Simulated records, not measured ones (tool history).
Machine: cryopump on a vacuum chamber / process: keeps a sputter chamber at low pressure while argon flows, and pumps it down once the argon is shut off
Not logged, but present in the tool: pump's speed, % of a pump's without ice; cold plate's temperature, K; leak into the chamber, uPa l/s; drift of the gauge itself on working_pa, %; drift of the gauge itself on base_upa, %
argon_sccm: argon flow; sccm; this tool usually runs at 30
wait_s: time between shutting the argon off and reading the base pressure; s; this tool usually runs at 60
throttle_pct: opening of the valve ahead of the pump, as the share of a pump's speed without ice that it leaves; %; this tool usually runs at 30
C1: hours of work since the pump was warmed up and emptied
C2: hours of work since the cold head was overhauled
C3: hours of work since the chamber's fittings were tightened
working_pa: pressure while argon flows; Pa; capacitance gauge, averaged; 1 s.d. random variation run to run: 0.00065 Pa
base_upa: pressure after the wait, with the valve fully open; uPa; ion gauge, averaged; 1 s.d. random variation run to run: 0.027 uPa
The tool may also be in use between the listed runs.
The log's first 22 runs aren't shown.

{"run": 23, "day": 57.629, "argon_sccm": 13, "wait_s": 163, "throttle_pct": 41, "C1": 197, "C2": 2941, "C3": 660, "working_pa": 0.0351, "base_upa": 1.87}
{"run": 24, "day": 59.246, "argon_sccm": 13, "wait_s": 163, "throttle_pct": 41, "C1": 229, "C2": 2973, "C3": 692, "working_pa": 0.0357, "base_upa": 1.98}
{"run": 25, "day": 61.829, "argon_sccm": 30, "wait_s": 60, "throttle_pct": 42, "C1": 279, "C2": 3023, "C3": 742, "working_pa": 0.0821, "base_upa": 2.76}
{"run": 26, "day": 63.371, "argon_sccm": 37, "wait_s": 297, "throttle_pct": 43, "C1": 309, "C2": 3053, "C3": 772, "working_pa": 0.0993, "base_upa": 1.98}
{"run": 27, "day": 65.954, "argon_sccm": 37, "wait_s": 297, "throttle_pct": 43, "C1": 359, "C2": 3104, "C3": 823, "working_pa": 0.0998, "base_upa": 2.12}
{"run": 28, "day": 67.55, "argon_sccm": 30, "wait_s": 91, "throttle_pct": 36, "C1": 390, "C2": 3135, "C3": 854, "working_pa": 0.0952, "base_upa": 2.79}
{"day": 69.988, "done": "pump warmed up, emptied and cooled again"}
{"run": 29, "day": 70.408, "argon_sccm": 30, "wait_s": 38, "throttle_pct": 22, "C1": 8, "C2": 3186, "C3": 905, "working_pa": 0.1448, "base_upa": 3.42}
{"run": 30, "day": 72.533, "argon_sccm": 34, "wait_s": 199, "throttle_pct": 38, "C1": 50, "C2": 3228, "C3": 947, "working_pa": 0.0972, "base_upa": 2.27}
{"run": 31, "day": 74.267, "argon_sccm": 34, "wait_s": 199, "throttle_pct": 25, "C1": 83, "C2": 3262, "C3": 980, "working_pa": 0.146, "base_upa": 2.31}
{"run": 32, "day": 77.075, "argon_sccm": 34, "wait_s": 60, "throttle_pct": 25, "C1": 138, "C2": 3316, "C3": 1035, "working_pa": 0.147, "base_upa": 3.16}
{"run": 33, "day": 79.575, "argon_sccm": 45, "wait_s": 145, "throttle_pct": 22, "C1": 187, "C2": 3365, "C3": 1084, "working_pa": 0.2224, "base_upa": 2.74}
{"run": 34, "day": 83.1, "argon_sccm": 36, "wait_s": 208, "throttle_pct": 46, "C1": 256, "C2": 3434, "C3": 1153, "working_pa": 0.0896, "base_upa": 2.74}

Branching from run 34: 4 alternative next runs. What would each branch give?
{"run": "A", "day": 85.083, "argon_sccm": 30, "wait_s": 161, "throttle_pct": 30, "C1": 294, "C2": 3472, "C3": 1191, "working_pa": "?", "base_upa": "?"}
{"run": "B", "day": 85.083, "argon_sccm": 30, "wait_s": 199, "throttle_pct": 16, "C1": 294, "C2": 3472, "C3": 1191, "working_pa": "?", "base_upa": "?"}
{"run": "C", "day": 85.083, "argon_sccm": 36, "wait_s": 75, "throttle_pct": 58, "C1": 294, "C2": 3472, "C3": 1191, "working_pa": "?", "base_upa": "?"}
{"run": "D", "day": 85.083, "argon_sccm": 36, "wait_s": 157, "throttle_pct": 47, "C1": 294, "C2": 3472, "C3": 1191, "working_pa": "?", "base_upa": "?"}

run=A working_pa=0.1116 base_upa=3.08
run=B working_pa=0.2033 base_upa=2.85
run=C working_pa=0.073 base_upa=3.45
run=D working_pa=0.0884 base_upa=2.88
What these runs would have given with no unlogged condition in the tool:
run=A working_pa=0.1052 base_upa=0.64
run=B working_pa=0.1968 base_upa=0.47
run=C working_pa=0.0653 base_upa=1.06
run=D working_pa=0.0807 base_upa=0.56

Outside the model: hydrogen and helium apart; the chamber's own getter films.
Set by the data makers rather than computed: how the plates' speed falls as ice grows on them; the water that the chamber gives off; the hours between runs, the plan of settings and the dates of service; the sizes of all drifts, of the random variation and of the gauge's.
